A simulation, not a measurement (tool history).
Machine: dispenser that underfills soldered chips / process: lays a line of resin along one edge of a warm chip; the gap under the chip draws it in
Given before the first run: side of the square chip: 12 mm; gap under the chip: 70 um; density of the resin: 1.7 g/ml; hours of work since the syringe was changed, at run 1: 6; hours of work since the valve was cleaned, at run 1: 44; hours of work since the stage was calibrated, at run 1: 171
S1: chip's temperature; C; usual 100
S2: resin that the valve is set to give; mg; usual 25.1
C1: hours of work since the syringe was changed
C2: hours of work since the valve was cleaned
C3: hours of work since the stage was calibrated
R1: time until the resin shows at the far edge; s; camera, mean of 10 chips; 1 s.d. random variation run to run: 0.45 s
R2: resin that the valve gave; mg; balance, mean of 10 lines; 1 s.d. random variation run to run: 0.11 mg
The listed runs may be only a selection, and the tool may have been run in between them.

| run | hour | S1 | S2 | C1 | C2 | C3 | R1 | R2 |
|---|---|---|---|---|---|---|---|---|
| 1 | 0.0 | 100 | 25.1 | 6 | 44 | 171 | 48.8 | 24.57 |
|  | 3.9 | new syringe of resin |
| 2 | 13.7 | 110 | 25.1 | 7 | 54 | 180 | 36.2 | 24.27 |
|  | 17.2 | new syringe of resin |
| 3 | 21.0 | 91 | 25.1 | 3 | 59 | 185 | 55.9 | 24.28 |
| 4 | 27.7 | 100 | 28.6 | 7 | 63 | 190 | 51.0 | 27.90 |
|  | 31.3 | new syringe of resin |
| 5 | 40.0 | 100 | 28.6 | 6 | 72 | 198 | 46.9 | 27.44 |
|  | 45.0 | new syringe of resin |
| 6 | 49.6 | 100 | 25.1 | 3 | 78 | 205 | 41.6 | 24.14 |
|  | 59.1 | new syringe of resin |
| 7 | 63.0 | 104 | 25.1 | 3 | 87 | 214 | 36.3 | 23.90 |
| 8 | 71.0 | 104 | 25.1 | 8 | 93 | 219 | 47.8 | 24.02 |
|  | 72.2 | new syringe of resin |
| 9 | 76.9 | 104 | 25.1 | 3 | 97 | 223 | 36.9 | 24.14 |
| 10 | 84.8 | 104 | 25.1 | 9 | 102 | 229 | 48.2 | 23.91 |
|  | 86.1 | new syringe of resin |
| 11 | 98.5 | 104 | 25.1 | 9 | 112 | 238 | 48.6 | 23.68 |
|  | 99.9 | new syringe of resin |
| 12 | 104.2 | 100 | 25.1 | 3 | 115 | 242 | 41.4 | 23.63 |
|  | 113.2 | new syringe of resin |
|  | 114.2 | dispensing valve cleaned and set on the balance |
| 13 | 117.2 | 95 | 25.1 | 2 | 2 | 250 | 47.6 | 25.14 |
| 14 | 126.4 | 95 | 25.1 | 8 | 8 | 256 | 65.4 | 25.08 |
|  | 127.7 | new syringe of resin |
| 15 | 136.8 | 100 | 25.1 | 6 | 15 | 263 | 50.2 | 25.17 |
|  | 141.0 | new syringe of resin |
| 16 | 148.4 | 100 | 25.1 | 5 | 23 | 271 | 46.9 | 25.10 |
|  | 154.7 | new syringe of resin |
| 17 | 158.7 | 112 | 25.1 | 3 | 30 | 278 | 28.2 | 24.92 |
|  | 168.5 | new syringe of resin |
| 18 | 172.5 | 100 | 28.3 | 3 | 40 | 288 | 40.8 | 27.88 |
|  | 181.7 | new syringe of resin |
| 19 | 181.9 | 100 | 28.3 | 0 | 46 | 294 | 36.2 | 27.71 |
| 20 | 187.5 | 100 | 28.3 | 4 | 50 | 298 | 44.1 | 27.89 |
| 21 | 193.2 | 114 | 25.1 | 8 | 54 | 302 | 33.6 | 24.41 |
|  | 195.9 | new syringe of resin |
| 22 | 199.3 | 108 | 32.0 | 2 | 58 | 306 | 30.8 | 31.16 |
| 23 | 205.3 | 105 | 29.2 | 7 | 62 | 310 | 40.8 | 28.41 |
|  | 209.7 | new syringe of resin |
| 24 | 215.7 | 114 | 28.9 | 4 | 69 | 317 | 27.5 | 28.03 |
|  | 223.5 | new syringe of resin |
| 25 | 224.6 | 93 | 27.1 | 1 | 75 | 323 | 47.6 | 26.10 |
|  | 237.3 | new syringe of resin |
| 26 | 237.3 | 95 | 29.8 | 0 | 84 | 332 | 42.1 | 28.53 |
| 27 | 244.1 | 107 | 29.8 | 5 | 89 | 337 | 35.8 | 28.25 |
|  | 250.7 | new syringe of resin |
| 28 | 254.2 | 96 | 28.7 | 2 | 95 | 343 | 46.5 | 27.35 |
|  | 264.3 | new syringe of resin |
| 29 | 266.9 | 96 | 28.2 | 2 | 104 | 352 | 45.9 | 26.70 |
|  | 278.2 | new syringe of resin |
| 30 | 278.6 | 86 | 28.3 | 0 | 112 | 360 | 61.0 | 26.97 |
| 31 | 287.8 | 111 | 31.1 | 7 | 118 | 366 | 34.5 | 29.25 |
|  | 292.3 | new syringe of resin |
|  | 293.3 | dispensing valve cleaned and set on the balance |
| 32 | 294.8 | 111 | 31.1 | 1 | 1 | 370 | 26.2 | 31.04 |
| 33 | 303.6 | 111 | 31.1 | 7 | 7 | 376 | 36.4 | 30.84 |

For some of the steps in R1 from one run to the next: how much would appear even if the tool had no hidden state, given the settings, what came in and random variation, and how much remains for the hidden state plus any gauge scatter that the measured result and the result without hidden state don't share?
The tool's hidden condition here consists of: resin's viscosity, % of fresh resin's; dose that the valve gives, % of what is set; true chip temperature over the reading, C; drift of the gauge itself on fill_s, %; drift of the gauge itself on given_mg, %.
Run 2 -> 3: S1 110 -> 91, new syringe of resin. R1 +19.7 s: hidden state -1.7, all else +21.4.
Run 7 -> 8: nothing adjusted, nothing logged. R1 +11.5 s: hidden state +11.5, all else +0.0.
Run 9 -> 10: nothing adjusted, nothing logged. R1 +11.3 s: hidden state +11.4, all else -0.1.
Run 13 -> 14: nothing adjusted, nothing logged. R1 +17.8 s: hidden state +17.6, all else +0.2.
Run 24 -> 25: S1 114 -> 93, S2 28.9 -> 27.1, new syringe of resin. R1 +20.1 s: hidden state -2.3, all else +22.4.
Run 30 -> 31: S1 86 -> 111, S2 28.3 -> 31.1. R1 -26.5 s: hidden state +5.2, all else -31.7.
